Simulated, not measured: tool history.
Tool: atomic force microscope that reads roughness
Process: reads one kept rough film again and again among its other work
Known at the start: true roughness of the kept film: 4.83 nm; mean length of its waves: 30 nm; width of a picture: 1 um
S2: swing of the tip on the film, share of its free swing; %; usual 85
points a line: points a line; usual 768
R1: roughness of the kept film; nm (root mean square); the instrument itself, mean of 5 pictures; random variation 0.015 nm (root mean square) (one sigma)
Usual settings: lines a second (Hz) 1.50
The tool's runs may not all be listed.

Run 1, hour 0.0: usual settings. Result: R1 3.559 nm (root mean square).
Run 2, hour 16.4: usual settings but S2 75 %. Result: R1 3.781 nm (root mean square).
Run 3, hour 37.3: usual settings but S2 75 %. Result: R1 3.762 nm (root mean square).
At hour 51.1: new tip fitted.
Run 4, hour 52.2: usual settings but S2 75 %. Result: R1 3.786 nm (root mean square).
Run 5, hour 69.5: usual settings but S2 75 %. Result: R1 3.758 nm (root mean square).
Run 6, hour 90.7: usual settings but lines a second (Hz) 0.89, S2 70 %, points a line 617. Result: R1 3.987 nm (root mean square).
Run 7, hour 105.0: usual settings but lines a second (Hz) 1.36, S2 59 %, points a line 617. Result: R1 4.031 nm (root mean square).
Run 8, hour 125.2: usual settings but lines a second (Hz) 1.36, S2 59 %, points a line 617. Result: R1 4.059 nm (root mean square).
At hour 133.6: new tip fitted.
Run 9, hour 142.9: usual settings but lines a second (Hz) 0.98, S2 69 %, points a line 611. Result: R1 3.979 nm (root mean square).
Run 10, hour 163.8: usual settings but lines a second (Hz) 0.98, S2 69 %, points a line 611. Result: R1 3.950 nm (root mean square).

Forecast each of these 4 alternatives for the next run:
Run A, hour 173.7: usual settings but lines a second (Hz) 1.58, S2 76 %, points a line 266. Result: R1 ?.
Run B, hour 173.7: usual settings but lines a second (Hz) 0.51, S2 78 %, points a line 964. Result: R1 ?.
Run C, hour 173.7: usual settings but lines a second (Hz) 0.61, S2 58 %, points a line 575. Result: R1 ?.
Run D, hour 173.7: usual settings but lines a second (Hz) 0.98, S2 60 %, points a line 611. Result: R1 ?.

run     R1
  A  3.678
  B  4.008
  C  4.131
  D  4.037
Without the tool's hidden state the same runs would have given:
run     R1
  A  3.685
  B  4.016
  C  4.139
  D  4.044
